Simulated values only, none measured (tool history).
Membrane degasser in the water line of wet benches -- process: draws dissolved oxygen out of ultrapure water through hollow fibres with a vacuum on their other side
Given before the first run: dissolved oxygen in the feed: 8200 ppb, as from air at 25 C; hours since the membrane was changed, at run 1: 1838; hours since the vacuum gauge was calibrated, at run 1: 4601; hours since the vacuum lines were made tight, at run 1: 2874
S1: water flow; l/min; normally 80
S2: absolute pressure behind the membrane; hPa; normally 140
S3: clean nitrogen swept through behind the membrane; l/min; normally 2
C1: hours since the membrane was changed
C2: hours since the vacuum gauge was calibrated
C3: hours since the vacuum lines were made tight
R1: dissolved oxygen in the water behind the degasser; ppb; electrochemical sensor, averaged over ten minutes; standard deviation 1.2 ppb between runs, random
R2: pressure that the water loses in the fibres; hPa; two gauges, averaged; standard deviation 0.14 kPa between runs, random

Run 1, day 0: usual settings; C1 1838; C2 4601; C3 2874. Result: R1 845.4 ppb, R2 393 hPa.
Run 2, day 1.262: usual settings; C1 1868; C2 4631; C3 2904. Result: R1 845.7 ppb, R2 398.5 hPa.
Run 3, day 3.308: usual settings; C1 1917; C2 4680; C3 2954. Result: R1 845.4 ppb, R2 393.3 hPa.
Run 4, day 5.138: usual settings; C1 1961; C2 4724; C3 2997. Result: R1 845.7 ppb, R2 392.2 hPa.
Run 5, day 6.521: usual settings; C1 1994; C2 4758; C3 3031. Result: R1 844.5 ppb, R2 394.9 hPa.
Run 6, day 8.117: usual settings; C1 2032; C2 4796; C3 3069. Result: R1 842.3 ppb, R2 392.1 hPa.
Run 7, day 10.008: usual settings; C1 2078; C2 4841; C3 3114. Result: R1 846.6 ppb, R2 396 hPa.
Run 8, day 10.917: usual settings but S1 85 l/min; C1 2100; C2 4863; C3 3136. Result: R1 885.8 ppb, R2 418.7 hPa.
Run 9, day 13.029: usual settings but S1 85 l/min; C1 2150; C2 4914; C3 3187. Result: R1 883.7 ppb, R2 417.5 hPa.
Run 10, day 14.438: usual settings but S1 85 l/min; C1 2184; C2 4948; C3 3221. Result: R1 883.8 ppb, R2 419.5 hPa.
Run 11, day 15.538: usual settings but S1 85 l/min; C1 2210; C2 4974; C3 3247. Result: R1 886.6 ppb, R2 419.2 hPa.
Run 12, day 17.033: usual settings; C1 2246; C2 5010; C3 3283. Result: R1 845.3 ppb, R2 393.7 hPa.
Run 13, day 18.933: usual settings; C1 2292; C2 5055; C3 3329. Result: R1 844.9 ppb, R2 397.3 hPa.

For run 14, what comes out?
Run 14, day 20.1: usual settings but S1 104 l/min, S2 302 hPa, S3 1.19 l/min; C1 2320; C2 5083; C3 3357. Result: R1 ?, R2 ?.

{"run 14": {"R1": 2893.6, "R2": 513.7}}
On a tool with no hidden condition, and with the same random variation, this run would have come out at R1 2879.1 ppb, R2 510.6 hPa.
